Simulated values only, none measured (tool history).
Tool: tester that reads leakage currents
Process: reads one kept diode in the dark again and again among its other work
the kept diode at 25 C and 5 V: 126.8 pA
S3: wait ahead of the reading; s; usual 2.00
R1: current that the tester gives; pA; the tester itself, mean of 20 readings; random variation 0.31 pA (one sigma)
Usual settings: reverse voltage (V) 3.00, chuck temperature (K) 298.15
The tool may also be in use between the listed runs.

{"run": 1, "hour": 0.0, "reverse voltage (V)": 3.0, "chuck temperature (K)": 298.15, "S3": 2.0, "R1": 103.37}
{"run": 2, "hour": 90.8, "reverse voltage (V)": 3.0, "chuck temperature (K)": 298.15, "S3": 2.0, "R1": 103.4}
{"run": 3, "hour": 158.9, "reverse voltage (V)": 3.0, "chuck temperature (K)": 298.15, "S3": 2.0, "R1": 103.41}
{"run": 4, "hour": 234.3, "reverse voltage (V)": 3.0, "chuck temperature (K)": 298.15, "S3": 2.0, "R1": 103.93}
{"run": 5, "hour": 274.4, "reverse voltage (V)": 3.0, "chuck temperature (K)": 298.15, "S3": 3.53, "R1": 103.15}
{"run": 6, "hour": 342.3, "reverse voltage (V)": 3.0, "chuck temperature (K)": 298.15, "S3": 3.53, "R1": 102.75}
{"run": 7, "hour": 412.1, "reverse voltage (V)": 3.0, "chuck temperature (K)": 298.15, "S3": 3.53, "R1": 103.7}
{"run": 8, "hour": 483.3, "reverse voltage (V)": 3.0, "chuck temperature (K)": 303.15, "S3": 3.53, "R1": 148.89}
{"hour": 498.8, "done": "tester calibrated"}
{"run": 9, "hour": 548.3, "reverse voltage (V)": 3.0, "chuck temperature (K)": 303.15, "S3": 3.53, "R1": 148.72}
{"run": 10, "hour": 603.1, "reverse voltage (V)": 6.11, "chuck temperature (K)": 294.15, "S3": 0.42, "R1": 107.02}
{"run": 11, "hour": 686.3, "reverse voltage (V)": 8.83, "chuck temperature (K)": 330.15, "S3": 0.42, "R1": 1406.03}
{"run": 12, "hour": 762.4, "reverse voltage (V)": 8.83, "chuck temperature (K)": 330.15, "S3": 0.42, "R1": 1403.82}
{"run": 13, "hour": 855.0, "reverse voltage (V)": 8.83, "chuck temperature (K)": 305.15, "S3": 0.58, "R1": 272.74}
{"run": 14, "hour": 914.0, "reverse voltage (V)": 2.24, "chuck temperature (K)": 298.15, "S3": 4.16, "R1": 91.36}
{"run": 15, "hour": 958.7, "reverse voltage (V)": 2.65, "chuck temperature (K)": 314.15, "S3": 9.98, "R1": 302.93}
{"run": 16, "hour": 1030.2, "reverse voltage (V)": 2.65, "chuck temperature (K)": 314.15, "S3": 9.98, "R1": 303.48}
{"run": 17, "hour": 1110.0, "reverse voltage (V)": 2.65, "chuck temperature (K)": 314.15, "S3": 9.98, "R1": 303.95}
{"run": 18, "hour": 1147.8, "reverse voltage (V)": 3.0, "chuck temperature (K)": 298.15, "S3": 0.8, "R1": 104.13}

4 ways to go on from here, each from the tool as it stands after run 18. What would each give?
{"run": "A", "hour": 1205.2, "reverse voltage (V)": 3.0, "chuck temperature (K)": 298.15, "S3": 0.33, "R1": "?"}
{"run": "B", "hour": 1205.2, "reverse voltage (V)": 5.91, "chuck temperature (K)": 298.15, "S3": 2.0, "R1": "?"}
{"run": "C", "hour": 1205.2, "reverse voltage (V)": 1.73, "chuck temperature (K)": 298.15, "S3": 0.52, "R1": "?"}
{"run": "D", "hour": 1205.2, "reverse voltage (V)": 4.46, "chuck temperature (K)": 316.15, "S3": 2.0, "R1": "?"}

run=A R1=106.04
run=B R1=136.97
run=C R1=83.17
run=D R1=432.57
Without the tool's hidden state the same runs would have given:
run=A R1=106.01
run=B R1=136.92
run=C R1=83.16
run=D R1=432.56
